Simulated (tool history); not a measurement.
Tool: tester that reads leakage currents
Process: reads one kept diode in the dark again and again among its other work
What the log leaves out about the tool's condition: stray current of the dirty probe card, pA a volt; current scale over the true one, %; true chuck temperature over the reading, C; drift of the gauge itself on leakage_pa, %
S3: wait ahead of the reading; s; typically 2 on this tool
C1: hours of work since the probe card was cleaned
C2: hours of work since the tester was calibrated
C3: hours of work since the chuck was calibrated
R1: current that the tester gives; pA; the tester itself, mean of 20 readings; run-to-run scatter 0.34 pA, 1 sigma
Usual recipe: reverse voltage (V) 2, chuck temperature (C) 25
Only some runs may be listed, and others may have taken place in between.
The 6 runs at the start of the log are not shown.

run 7 hour=1218.2 | reverse_voltage_(V)=2 chuck_temperature_(C)=29 S3=0.52 | C1=205 C2=1384 C3=788 | R1=160.98
run 8 hour=1418.9 | reverse_voltage_(V)=2 chuck_temperature_(C)=29 S3=0.52 | C1=335 C2=1514 C3=918 | R1=163.03
run 9 hour=1547.9 | reverse_voltage_(V)=2 chuck_temperature_(C)=47 S3=2 | C1=419 C2=1598 C3=1002 | R1=541.3
run 10 hour=1761.6 | reverse_voltage_(V)=2 chuck_temperature_(C)=47 S3=2 | C1=558 C2=1736 C3=1141 | R1=547.75
run 11 hour=1895.1 | reverse_voltage_(V)=4.94 chuck_temperature_(C)=25 S3=2 | C1=644 C2=1823 C3=1227 | R1=214.66
-- hour=1908.6 chuck's temperature calibrated
run 12 hour=2146.7 | reverse_voltage_(V)=2 chuck_temperature_(C)=25 S3=2 | C1=806 C2=1985 C3=154 | R1=131.37
run 13 hour=2363.7 | reverse_voltage_(V)=2 chuck_temperature_(C)=25 S3=2 | C1=947 C2=2125 C3=295 | R1=133.61
run 14 hour=2485.6 | reverse_voltage_(V)=2 chuck_temperature_(C)=25 S3=2 | C1=1026 C2=2204 C3=374 | R1=134.87
-- hour=2519.4 chuck's temperature calibrated, once more
run 15 hour=2614.1 | reverse_voltage_(V)=2 chuck_temperature_(C)=25 S3=2 | C1=1108 C2=2286 C3=61 | R1=113.03
run 16 hour=2824.1 | reverse_voltage_(V)=2 chuck_temperature_(C)=25 S3=2 | C1=1244 C2=2423 C3=198 | R1=114.56
run 17 hour=3004.9 | reverse_voltage_(V)=2 chuck_temperature_(C)=25 S3=0.4 | C1=1361 C2=2540 C3=315 | R1=117.6
run 18 hour=3245.9 | reverse_voltage_(V)=2 chuck_temperature_(C)=25 S3=0.4 | C1=1518 C2=2696 C3=471 | R1=119.62
run 19 hour=3446.7 | reverse_voltage_(V)=8.31 chuck_temperature_(C)=25 S3=2 | C1=1648 C2=2826 C3=601 | R1=279.41
run 20 hour=3550.3 | reverse_voltage_(V)=2 chuck_temperature_(C)=26 S3=2 | C1=1715 C2=2894 C3=669 | R1=130.09
run 21 hour=3800.3 | reverse_voltage_(V)=2 chuck_temperature_(C)=26 S3=2 | C1=1877 C2=3056 C3=831 | R1=132.6
run 22 hour=3916.8 | reverse_voltage_(V)=2 chuck_temperature_(C)=26 S3=2 | C1=1953 C2=3131 C3=906 | R1=133.36
run 23 hour=4141.2 | reverse_voltage_(V)=2 chuck_temperature_(C)=26 S3=2 | C1=2098 C2=3277 C3=1052 | R1=135.26
run 24 hour=4293.7 | reverse_voltage_(V)=2 chuck_temperature_(C)=39 S3=1.23 | C1=2197 C2=3376 C3=1151 | R1=333.43

For run 25, what comes out?
run 25 hour=4409.4 | reverse_voltage_(V)=6.86 chuck_temperature_(C)=39 S3=0.48 | C1=2272 C2=3451 C3=1226 | R1=?

R1: 698.09 pA
On a tool with no hidden condition, and with the same random variation, this run would have come out at R1 610.78 pA.
